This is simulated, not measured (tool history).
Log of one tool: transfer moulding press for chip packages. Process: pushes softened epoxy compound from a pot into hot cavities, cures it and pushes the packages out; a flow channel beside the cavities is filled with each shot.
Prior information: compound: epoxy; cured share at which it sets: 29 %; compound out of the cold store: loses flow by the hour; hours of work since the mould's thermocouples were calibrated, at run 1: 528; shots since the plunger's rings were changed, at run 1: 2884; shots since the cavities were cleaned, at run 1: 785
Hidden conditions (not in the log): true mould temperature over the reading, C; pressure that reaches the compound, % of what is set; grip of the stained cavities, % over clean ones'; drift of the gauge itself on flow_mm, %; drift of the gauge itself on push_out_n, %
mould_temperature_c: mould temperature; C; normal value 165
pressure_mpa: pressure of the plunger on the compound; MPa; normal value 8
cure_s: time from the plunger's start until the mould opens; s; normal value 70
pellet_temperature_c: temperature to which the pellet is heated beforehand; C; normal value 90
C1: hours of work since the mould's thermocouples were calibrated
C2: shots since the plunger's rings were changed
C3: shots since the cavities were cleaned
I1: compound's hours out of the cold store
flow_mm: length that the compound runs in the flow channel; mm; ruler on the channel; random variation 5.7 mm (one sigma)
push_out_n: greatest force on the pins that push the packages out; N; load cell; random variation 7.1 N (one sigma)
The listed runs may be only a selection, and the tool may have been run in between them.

{"run": 1, "day": 0.0, "mould_temperature_c": 165, "pressure_mpa": 8, "cure_s": 70, "pellet_temperature_c": 90, "C1": 528, "C2": 2884, "C3": 785, "I1": 28.9, "flow_mm": 908, "push_out_n": 288}
{"day": 0.571, "done": "cavities cleaned with cleaning compound and waxed"}
{"run": 2, "day": 2.229, "mould_temperature_c": 165, "pressure_mpa": 8, "cure_s": 70, "pellet_temperature_c": 90, "C1": 561, "C2": 3570, "C3": 524, "I1": 10.4, "flow_mm": 1005, "push_out_n": 291}
{"day": 3.588, "done": "cavities cleaned with cleaning compound and waxed"}
{"run": 3, "day": 4.4, "mould_temperature_c": 165, "pressure_mpa": 8, "cure_s": 70, "pellet_temperature_c": 90, "C1": 593, "C2": 4237, "C3": 257, "I1": 29.2, "flow_mm": 905, "push_out_n": 285}
{"day": 4.925, "done": "plunger's sealing rings changed"}
{"run": 4, "day": 6.296, "mould_temperature_c": 165, "pressure_mpa": 8, "cure_s": 70, "pellet_temperature_c": 90, "C1": 620, "C2": 434, "C3": 824, "I1": 44.2, "flow_mm": 842, "push_out_n": 276}
{"day": 6.767, "done": "cavities cleaned with cleaning compound and waxed"}
{"run": 5, "day": 8.088, "mould_temperature_c": 158, "pressure_mpa": 8, "cure_s": 70, "pellet_temperature_c": 90, "C1": 646, "C2": 981, "C3": 417, "I1": 44.1, "flow_mm": 859, "push_out_n": 458}
{"run": 6, "day": 9.521, "mould_temperature_c": 158, "pressure_mpa": 8, "cure_s": 70, "pellet_temperature_c": 90, "C1": 667, "C2": 1435, "C3": 871, "I1": 16.7, "flow_mm": 1006, "push_out_n": 499}
{"day": 9.858, "done": "cavities cleaned with cleaning compound and waxed"}
{"day": 10.504, "done": "mould's thermocouples calibrated"}
{"run": 7, "day": 11.771, "mould_temperature_c": 158, "pressure_mpa": 8, "cure_s": 70, "pellet_temperature_c": 90, "C1": 19, "C2": 2101, "C3": 579, "I1": 28.5, "flow_mm": 945, "push_out_n": 470}

The next listed run, before its measurement:
{"day": 13.042, "done": "cavities cleaned with cleaning compound and waxed"}
{"run": 8, "day": 14.054, "mould_temperature_c": 168, "pressure_mpa": 8, "cure_s": 70, "pellet_temperature_c": 91, "C1": 52, "C2": 2804, "C3": 322, "I1": 30.2, "flow_mm": "?", "push_out_n": "?"}

flow_mm: 894 mm
push_out_n: 253 N
If the tool had no hidden condition, the same run with the same run-to-run variation would have returned flow_mm 895 mm, push_out_n 251 N.

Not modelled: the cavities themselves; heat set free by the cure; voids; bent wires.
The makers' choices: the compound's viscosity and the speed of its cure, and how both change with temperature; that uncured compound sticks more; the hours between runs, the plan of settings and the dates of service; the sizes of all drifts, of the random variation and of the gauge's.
